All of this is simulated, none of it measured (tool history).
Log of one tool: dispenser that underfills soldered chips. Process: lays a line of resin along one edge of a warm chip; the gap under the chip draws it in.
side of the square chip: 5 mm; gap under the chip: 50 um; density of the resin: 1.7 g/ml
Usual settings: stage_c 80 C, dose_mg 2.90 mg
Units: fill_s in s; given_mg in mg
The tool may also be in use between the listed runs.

run 1 day=0.000 | stage_c=80 dose_mg=2.90 | fill_s=24.0 given_mg=2.77
-- day=0.083 new syringe of resin
run 2 day=0.400 | stage_c=80 dose_mg=2.90 | fill_s=20.7 given_mg=2.83
-- day=0.596 new syringe of resin
run 3 day=0.800 | stage_c=80 dose_mg=2.90 | fill_s=17.0 given_mg=2.84
run 4 day=1.062 | stage_c=80 dose_mg=3.80 | fill_s=25.1 given_mg=3.62
-- day=1.100 new syringe of resin
run 5 day=1.312 | stage_c=80 dose_mg=2.54 | fill_s=18.5 given_mg=2.44
-- day=1.596 new syringe of resin
run 6 day=1.758 | stage_c=80 dose_mg=2.90 | fill_s=16.2 given_mg=2.73
-- day=2.112 new syringe of resin
run 7 day=2.283 | stage_c=80 dose_mg=2.90 | fill_s=15.9 given_mg=2.70
-- day=2.550 dispensing valve cleaned and set on the balance
run 8 day=2.604 | stage_c=80 dose_mg=2.90 | fill_s=25.2 given_mg=2.90
-- day=2.646 new syringe of resin
run 9 day=2.846 | stage_c=75 dose_mg=2.90 | fill_s=21.3 given_mg=2.88
-- day=3.150 new syringe of resin
run 10 day=3.338 | stage_c=75 dose_mg=2.61 | fill_s=21.3 given_mg=2.58
-- day=3.642 new syringe of resin
run 11 day=3.683 | stage_c=80 dose_mg=3.08 | fill_s=13.2 given_mg=3.05
run 12 day=4.079 | stage_c=80 dose_mg=2.57 | fill_s=26.6 given_mg=2.55
-- day=4.138 new syringe of resin
run 13 day=4.362 | stage_c=80 dose_mg=2.90 | fill_s=17.9 given_mg=2.82
-- day=4.671 new syringe of resin
run 14 day=4.708 | stage_c=86 dose_mg=2.90 | fill_s=10.7 given_mg=2.85
-- day=5.162 new syringe of resin
run 15 day=5.162 | stage_c=80 dose_mg=2.90 | fill_s=12.3 given_mg=2.89
run 16 day=5.479 | stage_c=66 dose_mg=2.90 | fill_s=37.6 given_mg=2.82
-- day=5.667 new syringe of resin
run 17 day=5.892 | stage_c=80 dose_mg=2.90 | fill_s=18.8 given_mg=2.80
run 18 day=6.125 | stage_c=80 dose_mg=3.27 | fill_s=25.4 given_mg=3.14
-- day=6.162 new syringe of resin
run 19 day=6.454 | stage_c=80 dose_mg=3.27 | fill_s=19.5 given_mg=3.15
-- day=6.667 new syringe of resin
run 20 day=6.954 | stage_c=82 dose_mg=3.71 | fill_s=18.3 given_mg=3.54
-- day=7.167 new syringe of resin
run 21 day=7.375 | stage_c=78 dose_mg=2.83 | fill_s=18.9 given_mg=2.65
run 22 day=7.583 | stage_c=76 dose_mg=3.22 | fill_s=28.3 given_mg=3.05
-- day=7.683 new syringe of resin
run 23 day=8.021 | stage_c=73 dose_mg=3.53 | fill_s=27.7 given_mg=3.35
-- day=8.204 new syringe of resin
run 24 day=8.292 | stage_c=84 dose_mg=3.21 | fill_s=12.5 given_mg=3.05
run 25 day=8.562 | stage_c=84 dose_mg=3.21 | fill_s=18.2 given_mg=3.01
-- day=8.733 new syringe of resin
-- day=8.983 dispensing valve cleaned and set on the balance
run 26 day=9.038 | stage_c=95 dose_mg=3.49 | fill_s=10.9 given_mg=3.48
-- day=9.275 new syringe of resin
run 27 day=9.288 | stage_c=65 dose_mg=2.59 | fill_s=25.3 given_mg=2.58
run 28 day=9.696 | stage_c=65 dose_mg=2.59 | fill_s=47.4 given_mg=2.52
-- day=9.775 new syringe of resin
run 29 day=10.000 | stage_c=94 dose_mg=3.32 | fill_s=10.0 given_mg=3.34
-- day=10.288 new syringe of resin
run 30 day=10.367 | stage_c=94 dose_mg=3.32 | fill_s=8.4 given_mg=3.27
run 31 day=10.754 | stage_c=94 dose_mg=3.32 | fill_s=14.7 given_mg=3.24
-- day=10.800 new syringe of resin
run 32 day=11.096 | stage_c=88 dose_mg=3.16 | fill_s=14.9 given_mg=3.10
-- day=11.312 new syringe of resin
run 33 day=11.425 | stage_c=88 dose_mg=3.16 | fill_s=10.9 given_mg=3.07

The next listed run, before its measurement:
-- day=11.829 new syringe of resin
run 34 day=11.862 | stage_c=72 dose_mg=2.82 | fill_s=? given_mg=?

{"run 34": {"fill_s": 18.6, "given_mg": 2.74}}
Without the tool's hidden state the same run would have given fill_s 16.4 s, given_mg 2.81 mg.
